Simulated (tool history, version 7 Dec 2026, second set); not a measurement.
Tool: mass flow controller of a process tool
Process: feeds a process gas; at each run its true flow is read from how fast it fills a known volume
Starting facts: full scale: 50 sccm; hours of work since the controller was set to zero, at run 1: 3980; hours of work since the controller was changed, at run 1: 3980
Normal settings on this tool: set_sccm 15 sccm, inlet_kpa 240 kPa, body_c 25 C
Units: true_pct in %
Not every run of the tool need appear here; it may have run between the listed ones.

| run | hour | set_sccm | inlet_kpa | body_c | hours of work since the controller was set to zero | hours of work since the controller was changed | true_pct |
|---|---|---|---|---|---|---|---|
| 1 | 0 | 15 | 240 | 25 | 3980 | 3980 | 97.8 |
| 2 | 104.1 | 15 | 240 | 25 | 4017 | 4017 | 97.8 |
| 3 | 184.8 | 15 | 240 | 25 | 4046 | 4046 | 97.87 |
| 4 | 285.9 | 15 | 240 | 25 | 4081 | 4081 | 97.85 |
| 5 | 486.7 | 15 | 240 | 25 | 4152 | 4152 | 97.95 |
| 6 | 620.6 | 15 | 240 | 25 | 4199 | 4199 | 97.94 |
| 7 | 726 | 15 | 240 | 25 | 4236 | 4236 | 97.87 |
| 8 | 853.1 | 15 | 240 | 25 | 4281 | 4281 | 97.82 |
| 9 | 1011.5 | 7 | 240 | 25 | 4337 | 4337 | 97.33 |
| 10 | 1104.4 | 15 | 240 | 25 | 4370 | 4370 | 97.9 |
| 11 | 1194.7 | 15 | 240 | 25 | 4402 | 4402 | 97.81 |
| 12 | 1371.3 | 15 | 240 | 25 | 4464 | 4464 | 97.94 |
| 13 | 1526.8 | 15 | 240 | 25 | 4519 | 4519 | 97.79 |
| 14 | 1634.6 | 15 | 162 | 25 | 4557 | 4557 | 97.77 |
| 15 | 1734.3 | 15 | 240 | 27 | 4592 | 4592 | 97.67 |
| 16 | 1885.1 | 15 | 240 | 27 | 4645 | 4645 | 97.64 |
| 17 | 2045.4 | 6 | 240 | 27 | 4702 | 4702 | 97.26 |
| 18 | 2141.8 | 25 | 240 | 27 | 4736 | 4736 | 98.36 |
| 19 | 2315.9 | 25 | 240 | 27 | 4797 | 4797 | 98.43 |
| 20 | 2517 | 15 | 163 | 25 | 4868 | 4868 | 97.96 |
| 21 | 2642.9 | 15 | 240 | 25 | 4913 | 4913 | 98 |
| 22 | 2827.9 | 15 | 240 | 25 | 4978 | 4978 | 97.81 |
| 23 | 2912.5 | 15 | 240 | 25 | 5008 | 5008 | 97.75 |
|  | 2986 | controller exchanged for a calibrated one |
| 24 | 3049.4 | 15 | 240 | 25 | 22 | 22 | 97.86 |
| 25 | 3166.8 | 15 | 240 | 25 | 64 | 64 | 97.84 |
| 26 | 3319.5 | 15 | 240 | 25 | 118 | 118 | 97.83 |
| 27 | 3518.6 | 15 | 280 | 25 | 188 | 188 | 97.89 |
| 28 | 3666.3 | 26 | 204 | 39 | 240 | 240 | 97.38 |
| 29 | 3857.8 | 26 | 204 | 39 | 307 | 307 | 97.36 |
| 30 | 4030.1 | 14 | 143 | 37 | 368 | 368 | 96.7 |
| 31 | 4219.2 | 36 | 150 | 24 | 435 | 435 | 99.08 |

Run 32 has not been measured yet. What should we expect?
| 32 | 4370 | 12 | 154 | 38 | 488 | 488 | ? |

{"run 32": {"true_pct": 96.56}}
Take away the tool's hidden state, keep the run-to-run variation as it was, and the same run would have given true_pct 96.56 %.
